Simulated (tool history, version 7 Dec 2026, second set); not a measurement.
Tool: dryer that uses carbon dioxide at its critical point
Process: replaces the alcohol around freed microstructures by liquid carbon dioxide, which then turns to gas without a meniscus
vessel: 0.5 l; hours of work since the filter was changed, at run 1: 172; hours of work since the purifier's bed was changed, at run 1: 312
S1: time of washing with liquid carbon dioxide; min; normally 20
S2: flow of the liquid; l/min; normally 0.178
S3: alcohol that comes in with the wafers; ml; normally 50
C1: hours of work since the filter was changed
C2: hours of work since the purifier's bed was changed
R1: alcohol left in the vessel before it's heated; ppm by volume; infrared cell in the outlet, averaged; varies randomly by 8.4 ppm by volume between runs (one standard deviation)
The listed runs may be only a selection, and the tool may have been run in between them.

{"run": 1, "hour": 0.0, "S1": 20, "S2": 0.178, "S3": 50, "C1": 172, "C2": 312, "R1": 833}
{"run": 2, "hour": 12.8, "S1": 20, "S2": 0.178, "S3": 50, "C1": 180, "C2": 320, "R1": 858}
{"run": 3, "hour": 25.8, "S1": 13, "S2": 0.178, "S3": 50, "C1": 188, "C2": 328, "R1": 4468}
{"hour": 32.3, "done": "inlet filter changed"}
{"run": 4, "hour": 35.0, "S1": 13, "S2": 0.178, "S3": 50, "C1": 2, "C2": 333, "R1": 3107}
{"run": 5, "hour": 43.8, "S1": 13, "S2": 0.178, "S3": 50, "C1": 7, "C2": 338, "R1": 3043}
{"run": 6, "hour": 53.9, "S1": 13, "S2": 0.178, "S3": 50, "C1": 13, "C2": 344, "R1": 3071}
{"run": 7, "hour": 64.4, "S1": 13, "S2": 0.178, "S3": 50, "C1": 20, "C2": 351, "R1": 3219}
{"run": 8, "hour": 77.8, "S1": 20, "S2": 0.178, "S3": 50, "C1": 28, "C2": 359, "R1": 573}
{"run": 9, "hour": 93.2, "S1": 20, "S2": 0.178, "S3": 50, "C1": 38, "C2": 369, "R1": 569}
{"run": 10, "hour": 105.4, "S1": 20, "S2": 0.178, "S3": 50, "C1": 45, "C2": 376, "R1": 607}
{"run": 11, "hour": 114.6, "S1": 20, "S2": 0.178, "S3": 50, "C1": 51, "C2": 382, "R1": 617}
{"run": 12, "hour": 124.6, "S1": 20, "S2": 0.178, "S3": 50, "C1": 57, "C2": 388, "R1": 632}
{"run": 13, "hour": 133.0, "S1": 20, "S2": 0.178, "S3": 50, "C1": 62, "C2": 393, "R1": 645}
{"run": 14, "hour": 144.3, "S1": 20, "S2": 0.178, "S3": 50, "C1": 69, "C2": 400, "R1": 644}
{"run": 15, "hour": 158.6, "S1": 20, "S2": 0.178, "S3": 50, "C1": 78, "C2": 409, "R1": 667}
{"run": 16, "hour": 165.9, "S1": 26, "S2": 0.178, "S3": 50, "C1": 83, "C2": 414, "R1": 228}
{"run": 17, "hour": 180.6, "S1": 26, "S2": 0.178, "S3": 50, "C1": 92, "C2": 423, "R1": 232}
{"run": 18, "hour": 189.7, "S1": 20, "S2": 0.178, "S3": 52, "C1": 97, "C2": 429, "R1": 743}
{"run": 19, "hour": 199.3, "S1": 20, "S2": 0.178, "S3": 52, "C1": 103, "C2": 434, "R1": 756}
{"run": 20, "hour": 208.5, "S1": 20, "S2": 0.178, "S3": 50, "C1": 109, "C2": 440, "R1": 715}
{"run": 21, "hour": 215.4, "S1": 16, "S2": 0.178, "S3": 50, "C1": 113, "C2": 444, "R1": 1881}
{"run": 22, "hour": 227.9, "S1": 16, "S2": 0.178, "S3": 33, "C1": 121, "C2": 452, "R1": 1320}
{"run": 23, "hour": 243.4, "S1": 20, "S2": 0.178, "S3": 50, "C1": 131, "C2": 462, "R1": 804}
{"run": 24, "hour": 254.3, "S1": 20, "S2": 0.178, "S3": 50, "C1": 137, "C2": 469, "R1": 797}
{"run": 25, "hour": 263.6, "S1": 20, "S2": 0.16, "S3": 117, "C1": 143, "C2": 474, "R1": 2888}
{"run": 26, "hour": 277.0, "S1": 20, "S2": 0.178, "S3": 88, "C1": 151, "C2": 483, "R1": 1370}
{"run": 27, "hour": 292.4, "S1": 29, "S2": 0.252, "S3": 50, "C1": 161, "C2": 492, "R1": 120}
{"run": 28, "hour": 299.6, "S1": 14, "S2": 0.206, "S3": 21, "C1": 165, "C2": 497, "R1": 926}
{"run": 29, "hour": 306.8, "S1": 14, "S2": 0.178, "S3": 57, "C1": 170, "C2": 501, "R1": 3913}
{"run": 30, "hour": 313.5, "S1": 20, "S2": 0.178, "S3": 35, "C1": 174, "C2": 505, "R1": 674}
{"run": 31, "hour": 321.8, "S1": 18, "S2": 0.178, "S3": 35, "C1": 179, "C2": 510, "R1": 1009}
{"run": 32, "hour": 337.5, "S1": 21, "S2": 0.161, "S3": 49, "C1": 189, "C2": 520, "R1": 1146}
{"hour": 343.5, "done": "inlet filter changed"}
{"run": 33, "hour": 350.6, "S1": 23, "S2": 0.116, "S3": 44, "C1": 4, "C2": 527, "R1": 1626}
{"run": 34, "hour": 361.2, "S1": 23, "S2": 0.116, "S3": 44, "C1": 11, "C2": 534, "R1": 1646}
{"run": 35, "hour": 370.7, "S1": 23, "S2": 0.116, "S3": 44, "C1": 17, "C2": 540, "R1": 1642}
{"run": 36, "hour": 378.8, "S1": 23, "S2": 0.116, "S3": 44, "C1": 22, "C2": 545, "R1": 1682}
{"run": 37, "hour": 393.1, "S1": 14, "S2": 0.116, "S3": 20, "C1": 31, "C2": 554, "R1": 3638}
{"run": 38, "hour": 399.6, "S1": 14, "S2": 0.116, "S3": 20, "C1": 35, "C2": 558, "R1": 3687}
{"run": 39, "hour": 409.8, "S1": 30, "S2": 0.165, "S3": 69, "C1": 41, "C2": 564, "R1": 220}
{"run": 40, "hour": 417.4, "S1": 20, "S2": 0.164, "S3": 50, "C1": 46, "C2": 569, "R1": 956}
{"run": 41, "hour": 429.5, "S1": 20, "S2": 0.164, "S3": 50, "C1": 53, "C2": 576, "R1": 977}
{"run": 42, "hour": 436.4, "S1": 20, "S2": 0.226, "S3": 96, "C1": 57, "C2": 581, "R1": 393}
{"run": 43, "hour": 450.5, "S1": 12, "S2": 0.178, "S3": 25, "C1": 66, "C2": 589, "R1": 2442}
{"run": 44, "hour": 464.3, "S1": 17, "S2": 0.276, "S3": 111, "C1": 75, "C2": 598, "R1": 402}
{"run": 45, "hour": 479.7, "S1": 17, "S2": 0.276, "S3": 111, "C1": 84, "C2": 607, "R1": 401}
{"run": 46, "hour": 491.2, "S1": 17, "S2": 0.276, "S3": 111, "C1": 91, "C2": 614, "R1": 419}
{"run": 47, "hour": 505.0, "S1": 17, "S2": 0.276, "S3": 111, "C1": 100, "C2": 623, "R1": 428}

A few steps of R1 between consecutive runs. Split each: what settings, incoming material and random variation would produce without the hidden state, and what is left over for the hidden state, along with gauge scatter present in only one of the two compared results (measured, and without hidden state):
Hidden state present: flow that reaches the vessel past the clogged filter, %; alcohol in the recycled carbon dioxide, ppm; drift of the gauge itself on alcohol_ppm, %.
Run 2 -> 3: S1 20 -> 13. R1 +3610 ppm by volume: hidden state +1046, all else +2564.
Run 3 -> 4: inlet filter changed. R1 -1361 ppm by volume: hidden state -1357, all else -4.
Run 29 -> 30: S1 14 -> 20, S3 57 -> 35. R1 -3239 ppm by volume: hidden state -968, all else -2271.
Run 38 -> 39: S1 14 -> 30, S2 0.116 -> 0.165, S3 20 -> 69. R1 -3467 ppm by volume: hidden state -188, all else -3279.
